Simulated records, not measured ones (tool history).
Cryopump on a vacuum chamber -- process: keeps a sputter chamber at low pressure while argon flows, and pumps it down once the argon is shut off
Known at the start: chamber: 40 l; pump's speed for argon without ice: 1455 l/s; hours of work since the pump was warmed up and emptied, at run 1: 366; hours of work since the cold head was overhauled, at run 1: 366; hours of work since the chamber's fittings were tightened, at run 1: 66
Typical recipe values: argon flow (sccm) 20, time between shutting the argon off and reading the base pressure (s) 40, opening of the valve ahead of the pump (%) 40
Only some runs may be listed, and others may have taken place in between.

run,hour,argon flow (sccm),time between shutting the argon off and reading the base pressure (s),opening of the valve ahead of the pump (%),hours of work since the pump was warmed up and emptied,hours of work since the cold head was overhauled,hours of work since the chamber's fittings were tightened,pressure while argon flows (Pa),pressure after the wait (uPa)
1,0.0,20,40,40,366,366,66,0.0599,1.23
2,14.1,20,40,40,375,375,75,0.0598,1.18
3,25.8,20,40,40,382,382,82,0.0602,1.18
4,42.0,20,40,15,392,392,92,0.1565,1.16
5,50.9,20,266,40,398,398,98,0.0599,0.47
6,62.3,20,40,40,405,405,105,0.0600,1.20
7,74.4,20,40,40,412,412,112,0.0601,1.23
8,90.7,10,73,17,422,422,122,0.0693,0.81
9,100.5,20,40,40,428,428,128,0.0599,1.22
10,115.6,34,222,40,438,438,138,0.1015,0.50
11,127.9,13,222,23,445,445,145,0.0675,0.48
12,141.1,12,63,40,454,454,154,0.0359,0.91
13,149.1,13,40,18,458,458,159,0.0853,1.27

Difference, measured minus no-hidden-state, one row per run. Run-to-run variation is common to both terms; the gauge's own scatter need not be:
The tool's hidden condition here consists of: pump's speed, % of a pump's without ice; cold plate's temperature, K; leak into the chamber, uPa l/s; drift of the gauge itself on working_pa, %; drift of the gauge itself on base_upa, %.
run,pressure while argon flows (Pa),pressure after the wait (uPa)
1,+0.0017,+0.08
2,+0.0017,+0.08
3,+0.0017,+0.09
4,+0.0017,+0.09
5,+0.0018,+0.10
6,+0.0019,+0.11
7,+0.0019,+0.12
8,+0.0009,+0.12
9,+0.0019,+0.12
10,+0.0034,+0.13
11,+0.0014,+0.13
12,+0.0013,+0.14
13,+0.0014,+0.14
